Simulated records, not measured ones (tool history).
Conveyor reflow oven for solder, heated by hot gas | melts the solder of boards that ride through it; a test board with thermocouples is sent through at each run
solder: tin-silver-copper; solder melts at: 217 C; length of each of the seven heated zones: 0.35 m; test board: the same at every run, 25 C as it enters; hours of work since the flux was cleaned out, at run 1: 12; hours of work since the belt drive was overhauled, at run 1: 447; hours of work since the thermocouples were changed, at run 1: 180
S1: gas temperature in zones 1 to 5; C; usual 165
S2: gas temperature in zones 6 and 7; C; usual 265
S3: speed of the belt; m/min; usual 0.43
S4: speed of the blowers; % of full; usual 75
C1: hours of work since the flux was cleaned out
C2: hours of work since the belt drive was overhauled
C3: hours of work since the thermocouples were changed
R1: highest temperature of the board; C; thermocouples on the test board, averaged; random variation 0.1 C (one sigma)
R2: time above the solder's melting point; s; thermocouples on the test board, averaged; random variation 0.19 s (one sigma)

run,hour,S1,S2,S3,S4,C1,C2,C3,R1,R2
1,0,165,265,0.43,75,12,447,180,245.2,60.4
2,9.5,165,265,0.43,61,20,455,188,239.4,51.5
3,18.3,165,265,0.48,61,26,461,194,234.5,37.8
4,23.1,165,265,0.43,75,30,465,198,245.2,60.5
5,33.2,165,265,0.43,75,38,473,205,245,60.6
6,41.8,152,265,0.43,75,44,479,212,242.4,52.9
7,47.6,165,265,0.426,75,49,483,216,245.5,61.5
8,57.4,165,265,0.426,75,56,491,224,245.4,61.7
9,66.2,165,265,0.413,75,63,498,230,246.5,65.3
10,74.3,165,265,0.413,75,69,504,237,246.3,65.3
11,82.7,165,265,0.43,62,75,510,243,239.8,52.2
12,93,165,265,0.43,62,83,518,251,240,51.8
13,101.7,175,262,0.43,73,90,525,257,244,63.8
14,107,155,253,0.344,73,94,528,261,239.5,66.8
15,117.3,179,256,0.457,63,101,536,269,234.6,46.2
16,127.5,171,273,0.385,64,109,544,277,252.8,79.4
17,137.4,171,273,0.385,64,117,552,284,253,79.4
18,148.5,165,265,0.43,81,125,560,293,247,63.6
19,159.7,165,265,0.43,81,133,568,301,246.9,63.3
20,170.2,171,270,0.43,90,141,576,309,255,74
21,178.1,171,270,0.43,90,147,582,315,254.7,74.4
22,183.1,171,270,0.43,90,151,586,319,254.6,74
23,187.9,165,265,0.43,59,155,590,323,238.3,49.5
24,199.7,165,265,0.43,59,164,599,332,238.4,49.2

4 ways to go on from here, each from the tool as it stands after run 24. What would each give?
A,206.4,165,265,0.443,75,169,604,337,?,?
B,206.4,165,259,0.401,64,169,604,337,?,?
C,206.4,170,265,0.361,82,169,604,337,?,?
D,206.4,165,265,0.388,75,169,604,337,?,?

run,R1,R2
A,243.8,57.5
B,238.5,55.4
C,253.3,87.6
D,248.6,72.7
Without the tool's hidden state the same runs would have given:
run,R1,R2
A,243.8,57.5
B,238.5,55.4
C,253.3,87.6
D,248.6,72.7
